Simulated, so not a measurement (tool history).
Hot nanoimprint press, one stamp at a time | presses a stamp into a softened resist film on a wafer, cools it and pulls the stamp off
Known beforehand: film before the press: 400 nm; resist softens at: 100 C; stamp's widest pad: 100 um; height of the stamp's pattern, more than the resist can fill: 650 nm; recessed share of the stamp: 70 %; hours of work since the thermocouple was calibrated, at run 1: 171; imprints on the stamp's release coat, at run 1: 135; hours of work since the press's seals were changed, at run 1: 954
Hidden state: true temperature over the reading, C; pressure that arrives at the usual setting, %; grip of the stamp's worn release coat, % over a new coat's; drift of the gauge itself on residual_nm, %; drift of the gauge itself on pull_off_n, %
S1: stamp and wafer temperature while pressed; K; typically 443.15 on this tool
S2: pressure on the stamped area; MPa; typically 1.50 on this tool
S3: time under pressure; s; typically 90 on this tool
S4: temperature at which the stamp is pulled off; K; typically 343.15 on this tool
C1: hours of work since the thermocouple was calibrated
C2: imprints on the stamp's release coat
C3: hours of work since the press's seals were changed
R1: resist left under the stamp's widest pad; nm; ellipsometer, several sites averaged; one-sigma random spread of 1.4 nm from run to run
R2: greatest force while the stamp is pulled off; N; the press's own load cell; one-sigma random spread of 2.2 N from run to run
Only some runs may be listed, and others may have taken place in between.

{"run": 1, "hour": 0.0, "S1": 443.15, "S2": 1.5, "S3": 90, "S4": 343.15, "C1": 171, "C2": 135, "C3": 954, "R1": 223.1, "R2": 107}
{"run": 2, "hour": 45.1, "S1": 443.15, "S2": 1.5, "S3": 90, "S4": 343.15, "C1": 192, "C2": 221, "C3": 974, "R1": 223.1, "R2": 110}
{"run": 3, "hour": 83.4, "S1": 443.15, "S2": 1.5, "S3": 90, "S4": 346.15, "C1": 209, "C2": 294, "C3": 992, "R1": 222.2, "R2": 101}
{"hour": 114.8, "done": "press's hydraulic seals changed and the load cell set to zero"}
{"run": 4, "hour": 143.6, "S1": 443.15, "S2": 1.5, "S3": 90, "S4": 334.15, "C1": 232, "C2": 394, "C3": 13, "R1": 218.0, "R2": 144}
{"run": 5, "hour": 185.3, "S1": 443.15, "S2": 1.5, "S3": 90, "S4": 343.15, "C1": 251, "C2": 473, "C3": 32, "R1": 220.2, "R2": 115}
{"run": 6, "hour": 223.2, "S1": 443.15, "S2": 1.5, "S3": 90, "S4": 343.15, "C1": 268, "C2": 545, "C3": 49, "R1": 222.5, "R2": 117}
{"run": 7, "hour": 266.6, "S1": 443.15, "S2": 1.5, "S3": 90, "S4": 343.15, "C1": 287, "C2": 628, "C3": 68, "R1": 220.2, "R2": 123}
{"run": 8, "hour": 321.5, "S1": 443.15, "S2": 1.5, "S3": 90, "S4": 343.15, "C1": 312, "C2": 733, "C3": 93, "R1": 221.6, "R2": 127}
{"run": 9, "hour": 346.9, "S1": 454.15, "S2": 1.5, "S3": 90, "S4": 343.15, "C1": 323, "C2": 781, "C3": 104, "R1": 153.2, "R2": 131}
{"run": 10, "hour": 403.3, "S1": 454.15, "S2": 1.5, "S3": 90, "S4": 343.15, "C1": 349, "C2": 889, "C3": 129, "R1": 154.0, "R2": 136}
{"run": 11, "hour": 447.5, "S1": 454.15, "S2": 2.14, "S3": 90, "S4": 343.15, "C1": 368, "C2": 973, "C3": 149, "R1": 134.4, "R2": 138}
{"run": 12, "hour": 481.9, "S1": 443.15, "S2": 1.5, "S3": 90, "S4": 343.15, "C1": 384, "C2": 1038, "C3": 165, "R1": 223.0, "R2": 139}
{"run": 13, "hour": 510.6, "S1": 443.15, "S2": 1.5, "S3": 90, "S4": 343.15, "C1": 397, "C2": 1093, "C3": 177, "R1": 223.7, "R2": 138}
{"run": 14, "hour": 534.4, "S1": 443.15, "S2": 1.5, "S3": 90, "S4": 343.15, "C1": 407, "C2": 1138, "C3": 188, "R1": 226.6, "R2": 144}
{"run": 15, "hour": 568.8, "S1": 443.15, "S2": 1.5, "S3": 90, "S4": 343.15, "C1": 423, "C2": 1204, "C3": 204, "R1": 224.7, "R2": 146}
{"hour": 589.2, "done": "plate thermocouple calibrated"}
{"run": 16, "hour": 616.9, "S1": 451.15, "S2": 0.96, "S3": 90, "S4": 343.15, "C1": 12, "C2": 1290, "C3": 224, "R1": 198.5, "R2": 143}
{"hour": 648.7, "done": "stamp cleaned and given a new release coat"}
{"run": 17, "hour": 658.3, "S1": 443.15, "S2": 1.04, "S3": 90, "S4": 345.15, "C1": 28, "C2": 18, "C3": 240, "R1": 246.3, "R2": 99}
{"run": 18, "hour": 681.7, "S1": 454.15, "S2": 1.11, "S3": 136, "S4": 347.15, "C1": 39, "C2": 63, "C3": 250, "R1": 143.5, "R2": 88}
{"run": 19, "hour": 721.6, "S1": 444.15, "S2": 1.68, "S3": 136, "S4": 347.15, "C1": 57, "C2": 139, "C3": 268, "R1": 173.5, "R2": 95}
{"run": 20, "hour": 769.0, "S1": 444.15, "S2": 1.68, "S3": 74, "S4": 346.15, "C1": 78, "C2": 229, "C3": 289, "R1": 217.7, "R2": 98}
{"run": 21, "hour": 807.0, "S1": 444.15, "S2": 1.68, "S3": 74, "S4": 346.15, "C1": 95, "C2": 302, "C3": 306, "R1": 218.0, "R2": 98}
{"run": 22, "hour": 831.6, "S1": 434.15, "S2": 1.68, "S3": 74, "S4": 346.15, "C1": 106, "C2": 349, "C3": 317, "R1": 293.2, "R2": 99}
{"run": 23, "hour": 861.7, "S1": 434.15, "S2": 1.68, "S3": 74, "S4": 346.15, "C1": 119, "C2": 406, "C3": 331, "R1": 292.0, "R2": 106}
{"run": 24, "hour": 917.0, "S1": 443.15, "S2": 1.5, "S3": 90, "S4": 328.15, "C1": 144, "C2": 512, "C3": 356, "R1": 220.5, "R2": 164}
{"run": 25, "hour": 965.7, "S1": 444.15, "S2": 1.26, "S3": 110, "S4": 344.15, "C1": 166, "C2": 604, "C3": 377, "R1": 211.1, "R2": 121}
{"run": 26, "hour": 1016.3, "S1": 443.15, "S2": 1.5, "S3": 90, "S4": 340.15, "C1": 189, "C2": 701, "C3": 400, "R1": 220.8, "R2": 132}
{"run": 27, "hour": 1073.0, "S1": 443.15, "S2": 1.5, "S3": 90, "S4": 340.15, "C1": 214, "C2": 809, "C3": 426, "R1": 221.5, "R2": 140}
{"run": 28, "hour": 1099.2, "S1": 443.15, "S2": 1.5, "S3": 90, "S4": 340.15, "C1": 226, "C2": 859, "C3": 437, "R1": 222.0, "R2": 142}

Predict the results of run 29:
{"run": 29, "hour": 1135.7, "S1": 443.15, "S2": 1.33, "S3": 174, "S4": 340.15, "C1": 242, "C2": 928, "C3": 454, "R1": "?", "R2": "?"}

{"run 29": {"R1": 184.6, "R2": 141}}
On a tool with no hidden condition, and with the same random variation, this run would have come out at R1 177.1 nm, R2 106 N.
